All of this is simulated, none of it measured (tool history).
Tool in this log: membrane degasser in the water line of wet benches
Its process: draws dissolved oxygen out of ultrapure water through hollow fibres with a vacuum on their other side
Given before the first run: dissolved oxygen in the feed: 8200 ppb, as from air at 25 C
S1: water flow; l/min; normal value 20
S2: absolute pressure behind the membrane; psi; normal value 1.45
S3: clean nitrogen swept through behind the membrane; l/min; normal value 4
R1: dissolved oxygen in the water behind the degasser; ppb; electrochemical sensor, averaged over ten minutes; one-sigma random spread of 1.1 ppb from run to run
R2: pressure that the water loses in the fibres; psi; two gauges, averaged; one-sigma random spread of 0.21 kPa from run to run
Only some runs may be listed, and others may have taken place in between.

run 1 hour=0 | S1=20 S2=1.45 S3=4 | R1=114.2 R2=7.371
run 2 hour=38.2 | S1=20 S2=1.45 S3=4 | R1=112.1 R2=7.322
run 3 hour=90.5 | S1=20 S2=1.45 S3=4 | R1=114.3 R2=7.377
run 4 hour=169.2 | S1=20 S2=1.45 S3=4 | R1=114.4 R2=7.364
run 5 hour=242.6 | S1=20 S2=1.45 S3=4 | R1=114.3 R2=7.336
run 6 hour=307.6 | S1=20 S2=1.45 S3=4 | R1=112.9 R2=7.358
run 7 hour=381.2 | S1=20 S2=1.45 S3=4 | R1=113.5 R2=7.424
run 8 hour=430.2 | S1=20 S2=1.45 S3=4 | R1=116.3 R2=7.33
run 9 hour=480.6 | S1=20 S2=1.45 S3=4 | R1=114.6 R2=7.294
-- hour=487 vacuum gauge calibrated
run 10 hour=550.5 | S1=20 S2=3.25 S3=3.99 | R1=260.6 R2=7.377
run 11 hour=625 | S1=20 S2=3.25 S3=3.99 | R1=260.2 R2=7.403
run 12 hour=677.7 | S1=20 S2=1.45 S3=3.14 | R1=137.5 R2=7.381
-- hour=702.9 vacuum gauge calibrated, once more
run 13 hour=753.6 | S1=32 S2=1.73 S3=1.8 | R1=414.4 R2=11.838
run 14 hour=810.1 | S1=32 S2=3.42 S3=4.32 | R1=427.7 R2=11.78
run 15 hour=848 | S1=32 S2=3.42 S3=4.32 | R1=423.9 R2=11.852
run 16 hour=921.6 | S1=32 S2=3.42 S3=4.32 | R1=429.8 R2=11.855

Hidden state or all else? Some run-to-run changes of R1, split into what the settings, what came in and random variation would give without the hidden state, and what is left for the hidden state (with any gauge scatter that isn't in both results):
Unlogged tool condition in this case: membrane still open, %; true pressure behind the membrane over the reading, kPa; air that leaks in behind the membrane, l/min; drift of the gauge itself on oxygen_ppb, %; drift of the gauge itself on loss_of_pressure_kpa, %.
Run 12 -> 13: S1 20 -> 32, S2 1.45 -> 1.73, S3 3.14 -> 1.8, vacuum gauge calibrated, once more. R1 +276.9 ppb: hidden state +7.2, all else +269.7.

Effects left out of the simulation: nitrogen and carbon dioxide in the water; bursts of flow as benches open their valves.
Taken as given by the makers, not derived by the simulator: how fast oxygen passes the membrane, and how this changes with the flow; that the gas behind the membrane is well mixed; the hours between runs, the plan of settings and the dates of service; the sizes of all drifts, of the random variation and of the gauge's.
